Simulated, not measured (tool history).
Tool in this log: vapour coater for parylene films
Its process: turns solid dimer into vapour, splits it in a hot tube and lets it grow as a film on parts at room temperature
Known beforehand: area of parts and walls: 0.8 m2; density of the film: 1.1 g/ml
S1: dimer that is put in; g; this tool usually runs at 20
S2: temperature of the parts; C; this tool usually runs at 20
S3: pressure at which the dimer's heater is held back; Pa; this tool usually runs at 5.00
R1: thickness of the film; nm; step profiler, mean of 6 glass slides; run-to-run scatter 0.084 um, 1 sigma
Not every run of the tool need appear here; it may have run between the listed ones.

run	hour	S1	S2	S3	R1
1	0.0	20	20	5.00	15410
2	15.6	20	20	5.00	15520
3	36.5	20	20	5.00	15330
4	57.1	20	20	5.00	15410
5	68.8	20	20	8.30	14810
6	89.2	20	20	5.00	15240
7	104.9	20	20	5.00	15290
8	116.2	21	20	5.00	15970
9	133.1	27	20	5.67	20370
10	150.4	8	20	6.25	6060

Run 11 is up next; what results do you expect?
11	174.5	13	27	5.57	?

R1: 7880 nm
The same run, on a tool lacking any hidden state, would have yielded R1 8160 nm.
